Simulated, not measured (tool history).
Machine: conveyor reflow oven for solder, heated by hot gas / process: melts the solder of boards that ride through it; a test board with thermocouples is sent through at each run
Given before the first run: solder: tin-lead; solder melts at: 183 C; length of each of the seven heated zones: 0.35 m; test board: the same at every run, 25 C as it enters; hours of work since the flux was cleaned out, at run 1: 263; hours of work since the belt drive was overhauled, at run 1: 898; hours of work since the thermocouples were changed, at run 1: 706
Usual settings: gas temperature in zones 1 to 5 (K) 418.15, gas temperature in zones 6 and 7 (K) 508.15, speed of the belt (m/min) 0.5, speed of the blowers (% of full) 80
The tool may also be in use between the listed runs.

run	hour	gas temperature in zones 1 to 5 (K)	gas temperature in zones 6 and 7 (K)	speed of the belt (m/min)	speed of the blowers (% of full)	hours of work since the flux was cleaned out	hours of work since the belt drive was overhauled	hours of work since the thermocouples were changed	highest temperature of the board (K)	time above the solder's melting point (s)
1	0	418.15	508.15	0.5	80	263	898	706	489.65	66
2	42.6	418.15	508.15	0.5	80	287	922	730	489.75	65.8
3	90	418.15	508.15	0.5	80	313	949	756	489.35	65.9
4	150.9	418.15	508.15	0.5	80	347	983	791	489.65	65.3
# hour 183.1: flux residue cleaned out of gas plates and filters
5	208.8	418.15	508.15	0.5	80	14	1013	820	493.25	69.4
6	243.9	418.15	508.15	0.5	80	34	1032	840	493.15	69.1
7	289	419.15	508.15	0.5	80	59	1058	865	492.75	69.2
8	345.9	418.15	508.15	0.407	80	91	1090	897	498.15	90.7
# hour 381.9: thermocouples of zones 6 and 7 changed
9	392.4	418.15	508.15	0.5	56	116	1114	6	481.45	56.4
10	447.1	418.15	508.15	0.5	56	147	1145	37	481.95	55.6
11	511.9	418.15	508.15	0.476	56	183	1182	73	482.65	60.4
12	558.2	412.15	508.15	0.5	80	209	1207	99	488.05	62.4
13	620.9	418.15	505.15	0.5	80	244	1243	134	487.05	63.8
14	671.3	418.15	508.15	0.5	80	273	1271	162	488.85	66.1
15	700	418.15	508.15	0.5	80	289	1287	178	488.95	65.3
16	764.3	418.15	508.15	0.5	80	325	1323	214	488.65	65
17	800.7	418.15	508.15	0.5	80	345	1343	235	488.45	64.9
# hour 836.4: flux residue cleaned out of gas plates and filters
18	856.3	418.15	509.15	0.449	80	11	1372	263	495.55	81.5
19	897.5	418.15	504.15	0.5	80	34	1395	286	488.65	66.2
20	926.6	424.15	500.15	0.41	87	51	1411	303	492.05	90.1
21	973.2	418.15	507.15	0.41	87	77	1437	329	497.55	90.8
22	1010.2	418.15	520.15	0.58	80	97	1458	350	496.15	61.5
23	1075.1	418.15	520.15	0.58	80	134	1495	386	495.85	61.2
24	1107.7	418.15	520.15	0.573	80	152	1513	404	496.05	62.8
25	1149.3	418.15	496.15	0.573	80	175	1536	428	476.55	45.2
26	1211.3	418.15	496.15	0.573	80	210	1571	462	476.55	44.4
27	1273.9	418.15	508.15	0.5	60	245	1606	497	483.75	59.1
28	1322.6	418.15	503.15	0.5	80	273	1633	525	486.35	63.2
29	1387.1	430.15	507.15	0.5	80	309	1669	561	491.25	74.9
# hour 1400: belt drive overhauled, speed set with a stopwatch
30	1429.4	415.15	520.15	0.432	50	330	16	582	490.95	72.8
31	1483.3	415.15	516.15	0.432	68	361	47	613	495.25	78.3

Same runs, no hidden state in the tool, same run-to-run variation:
The tool's hidden condition here consists of: heat that the gas passes to the board, % of a clean oven's; belt's true speed, % of the reading; true gas temperature in zones 6 and 7 over the reading, C; drift of the gauge itself on peak_c, C; drift of the gauge itself on liquid_s, %.
run	highest temperature of the board (K)	time above the solder's melting point (s)
1	490.65	65.9
2	490.95	65.9
3	490.85	66.2
4	491.45	66
5	491.05	65.9
6	491.15	65.6
7	490.95	65.9
8	496.45	87
9	481.65	55.1
10	482.35	54.7
11	483.35	59.6
12	489.55	62.2
13	488.75	63.7
14	490.75	66.1
15	491.05	65.4
16	491.05	65.5
17	491.05	65.5
18	494.55	77.8
19	487.75	62.9
20	491.45	86.3
21	497.05	87.1
22	495.75	59
23	495.85	58.9
24	496.15	60.5
25	476.75	44
26	477.05	43.7
27	484.05	57.3
28	487.25	61.9
29	492.25	72.9
30	493.15	75.6
31	498.05	81.1
